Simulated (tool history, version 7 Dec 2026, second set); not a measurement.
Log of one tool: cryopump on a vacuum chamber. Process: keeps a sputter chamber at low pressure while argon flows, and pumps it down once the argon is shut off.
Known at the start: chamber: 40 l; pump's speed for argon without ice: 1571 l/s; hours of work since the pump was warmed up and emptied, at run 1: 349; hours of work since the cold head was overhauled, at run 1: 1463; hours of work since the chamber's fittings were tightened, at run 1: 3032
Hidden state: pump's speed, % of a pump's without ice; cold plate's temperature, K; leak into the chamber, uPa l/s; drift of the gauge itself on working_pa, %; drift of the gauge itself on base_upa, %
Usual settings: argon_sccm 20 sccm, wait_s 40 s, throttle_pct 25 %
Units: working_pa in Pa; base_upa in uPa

run,day,argon_sccm,wait_s,throttle_pct,hours of work since the pump was warmed up and emptied,hours of work since the cold head was overhauled,hours of work since the chamber's fittings were tightened,working_pa,base_upa
1,0,20,40,25,349,1463,3032,0.0902,2.32
2,2.262,20,40,50,382,1496,3065,0.0464,2.44
3,5.542,20,40,50,429,1544,3113,0.0463,2.35
4,7.546,20,40,50,459,1573,3142,0.0473,2.34
5,10.521,20,40,50,502,1616,3186,0.0469,2.45
6,11.962,15,40,25,523,1637,3207,0.0679,2.47
7,13.604,15,72,25,547,1661,3231,0.0682,1.68
8,15.404,15,72,25,573,1687,3257,0.0682,1.67
9,18.15,15,72,25,613,1727,3297,0.0687,1.74
10,20.338,20,40,25,645,1759,3329,0.0921,2.47
11,22.171,20,40,25,672,1786,3355,0.0921,2.51
12,24.333,20,40,34,703,1818,3387,0.0695,2.54
13,27.621,20,26,34,751,1866,3435,0.069,3.36
# day 28.896: leaking fittings of the chamber tightened, without venting
14,29.775,20,40,59,781,1896,13,0.0445,1.94
15,32.642,20,40,59,823,1938,55,0.0441,1.95
16,34.283,20,40,59,847,1961,79,0.0452,1.96
17,37.608,20,40,59,896,2010,127,0.0453,1.92
18,39.779,29,86,17,927,2042,159,0.1966,1.1
19,41.346,29,86,17,950,2064,181,0.1972,1.1
20,43.542,20,229,25,982,2096,213,0.0961,0.67
21,46,39,90,25,1018,2132,249,0.1887,1.09
22,48.521,39,51,29,1055,2169,286,0.1656,1.68
23,49.942,39,138,30,1075,2190,307,0.161,0.88
# day 51.7: pump warmed up, emptied and cooled again
24,52.512,15,104,52,12,2224,341,0.0325,0.93
25,54.996,30,56,45,48,2260,377,0.0738,1.46
26,57.521,25,74,41,85,2297,414,0.0672,1.18
27,59.579,25,61,41,115,2327,444,0.0678,1.41
28,61.583,20,23,25,144,2356,473,0.0882,3.21
29,63.017,20,23,25,165,2377,494,0.0877,3.15
30,64.742,18,40,25,190,2402,519,0.0798,1.94
31,67.304,34,181,16,227,2440,557,0.2326,0.7
32,70.088,39,181,44,268,2480,597,0.1015,0.72
33,73.417,32,40,41,317,2529,646,0.0893,2.02

Measured less the same run without the tool's hidden state. The same run-to-run variation is in both; the gauge's scatter may not be:
run,working_pa,base_upa
1,+0.0033,+0.55
2,+0.0035,+0.58
3,+0.004,+0.57
4,+0.0042,+0.59
5,+0.0046,+0.63
6,+0.0036,+0.63
7,+0.0038,+0.64
8,+0.004,+0.62
9,+0.0042,+0.66
10,+0.006,+0.68
11,+0.0063,+0.71
12,+0.0066,+0.71
13,+0.0072,+0.73
14,+0.0075,+0.12
15,+0.008,+0.13
16,+0.0084,+0.13
17,+0.0089,+0.15
18,+0.0134,+0.16
19,+0.0139,+0.17
20,+0.01,+0.18
21,+0.0206,+0.19
22,+0.0214,+0.21
23,+0.022,+0.22
24,+0.0006,+0.09
25,+0.0015,+0.1
26,+0.0016,+0.11
27,+0.0019,+0.12
28,+0.0018,+0.13
29,+0.0019,+0.12
30,+0.0018,+0.13
31,+0.004,+0.14
32,+0.0053,+0.16
33,+0.0049,+0.17
